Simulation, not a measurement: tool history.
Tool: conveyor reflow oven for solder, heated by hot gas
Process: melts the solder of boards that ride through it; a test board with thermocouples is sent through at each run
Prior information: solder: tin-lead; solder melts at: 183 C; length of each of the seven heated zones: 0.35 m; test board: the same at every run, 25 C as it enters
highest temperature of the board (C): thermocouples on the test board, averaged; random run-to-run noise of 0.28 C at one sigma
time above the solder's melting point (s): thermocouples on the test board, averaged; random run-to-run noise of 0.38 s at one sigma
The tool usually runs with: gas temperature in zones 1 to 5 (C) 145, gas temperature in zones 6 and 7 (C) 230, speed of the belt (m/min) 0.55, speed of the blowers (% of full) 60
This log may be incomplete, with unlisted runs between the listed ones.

run   hour  gas temperature in zones 1 to 5 (C)  gas temperature in zones 6 and 7 (C)  speed of the belt (m/min)  speed of the blowers (% of full)  highest temperature of the board (C)  time above the solder's melting point (s)
  1      0                                  145                                   230                       0.55                                60                                 204.5                                       44.9
  2   77.9                                  145                                   230                       0.55                                60                                 204.2                                       44.6
  3  124.5                                  145                                   230                       0.55                                60                                 203.9                                       44.5
  4  189.4                                  145                                   230                       0.55                                60                                 203.4                                       44.4
     253.4  -- flux residue cleaned out of gas plates and filters
  5  257.6                                  145                                   230                       0.55                                60                                 202.4                                       41.9
  6  340.6                                  145                                   230                       0.55                                69                                   205                                       47.5
  7  409.6                                  145                                   230                       0.55                                69                                 205.6                                       46.7
  8  467.7                                  145                                   230                       0.55                                60                                 201.6                                       40.7
  9  523.1                                  145                                   230                       0.55                                60                                 201.2                                       40.4
     547.8  -- flux residue cleaned out of gas plates and filters, once more
 10  591.7                                  145                                   230                       0.55                                84                                 213.4                                       58.1
 11  638.4                                  145                                   230                       0.55                                84                                 213.7                                       57.5
 12    716                                  145                                   230                       0.55                                84                                 212.7                                       56.9
 13  777.9                                  145                                   230                      0.613                                60                                 200.1                                       34.4
     835.2  -- belt drive overhauled, speed set with a stopwatch
 14  844.8                                  145                                   230                      0.613                                60                                   199                                       31.5
 15  908.2                                  145                                   230                       0.55                                60                                 202.5                                       42.3

For run 16, what comes out?
 16  986.2                                  131                                   234                      0.471                                60                                     ?                                          ?

highest temperature of the board (C): 207.8
time above the solder's melting point (s): 51.9
Were there no unlogged condition in the tool, this run, its random variation unchanged, would have produced highest temperature of the board (C) 210.9, time above the solder's melting point (s) 55.6.
